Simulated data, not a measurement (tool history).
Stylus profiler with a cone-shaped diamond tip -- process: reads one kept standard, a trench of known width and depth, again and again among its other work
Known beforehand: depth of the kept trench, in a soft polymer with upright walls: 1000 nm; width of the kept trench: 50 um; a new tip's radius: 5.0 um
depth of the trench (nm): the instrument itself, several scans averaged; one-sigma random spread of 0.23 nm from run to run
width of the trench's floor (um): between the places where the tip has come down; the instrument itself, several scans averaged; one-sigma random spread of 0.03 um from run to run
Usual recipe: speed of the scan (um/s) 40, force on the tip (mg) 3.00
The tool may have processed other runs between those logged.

run    hour  speed of the scan (um/s)  force on the tip (mg)  depth of the trench (nm)  width of the trench's floor (um)
  1     0.0                        40                   3.00                   1016.47                             40.75
  2    44.9                        40                   3.00                   1016.38                             40.80
  3   109.3                        40                   3.00                   1016.30                             40.69
  4   197.9                        15                   3.00                   1015.38                             40.74
  5   277.6                        66                   3.00                   1014.90                             40.45
  6   331.5                        66                   3.00                   1015.12                             40.42
  7   411.3                        66                   3.00                   1014.86                             40.31
  8   515.3                        66                   3.00                   1014.56                             40.26
  9   597.1                        66                   3.00                   1014.08                             40.19
 10   665.4                        66                   3.00                   1013.60                             40.14
 11   771.4                        66                   3.00                   1012.97                             40.02
 12   823.5                        66                   3.00                   1013.44                             39.99
 13   910.6                        66                   3.00                   1013.09                             39.94
 14  1010.5                        66                   3.00                   1012.31                             39.89
 15  1064.2                        66                   3.00                   1012.50                             39.81
 16  1128.8                        66                   3.00                   1012.48                             39.79
 17  1182.6                        66                   3.00                   1011.85                             39.70
 18  1247.0                        40                   3.00                   1011.67                             39.74
     1254.3  -- height scale calibrated on a step standard
 19  1354.9                       101                   3.00                   1007.77                             39.44
 20  1460.7                       101                   3.00                   1007.51                             39.33
 21  1565.1                        40                   3.00                   1006.98                             39.58
 22  1652.3                        40                   3.00                   1006.77                             39.45
     1694.8  -- height scale calibrated on a step standard, once more
 23  1702.2                        58                   7.54                   1034.32                             39.43
 24  1794.1                        12                   4.89                   1025.14                             39.40
 25  1866.2                        12                   1.11                   1008.88                             39.33
 26  1970.9                        18                   4.12                   1021.91                             39.26
     1980.4  -- new tip fitted, height scale calibrated
 27  2037.1                        36                   1.39                   1010.50                             43.73
 28  2117.2                        36                   1.39                   1010.27                             43.57
 29  2174.8                        36                   1.39                   1009.28                             43.53
 30  2220.0                        66                   6.34                   1028.93                             43.49
 31  2304.5                        56                   1.13                   1008.02                             43.20
 32  2350.5                        14                   8.13                   1033.52                             43.50
 33  2402.5                        14                   8.13                   1033.71                             43.40
 34  2494.5                        35                   5.65                   1025.77                             43.21
 35  2556.2                        36                   1.22                   1007.52                             43.09
 36  2655.5                        36                   1.22                   1006.93                             42.97
 37  2755.0                        89                   2.88                   1014.33                             42.76
 38  2851.8                        89                   2.88                   1014.47                             42.66
 39  2915.7                        89                   2.88                   1013.79                             42.56
 40  3007.0                        89                   2.88                   1013.77                             42.42
 41  3077.0                        49                   1.06                   1004.91                             42.40
 42  3171.9                        49                   1.06                   1004.55                             42.26

Forecast each of these 3 alternatives for the next run:
  A  3242.8                        44                   4.52                         ?                                 ?
  B  3242.8                        19                   3.00                         ?                                 ?
  C  3242.8                       146                   1.06                         ?                                 ?

run  depth of the trench (nm)  width of the trench's floor (um)
  A                   1019.10                             42.37
  B                   1012.89                             42.46
  C                   1004.06                             41.72
The same runs, with their run-to-run variation unchanged, on a tool lacking any hidden condition would have given:
run  depth of the trench (nm)  width of the trench's floor (um)
  A                   1024.01                             43.89
  B                   1017.77                             43.98
  C                   1008.89                             43.23
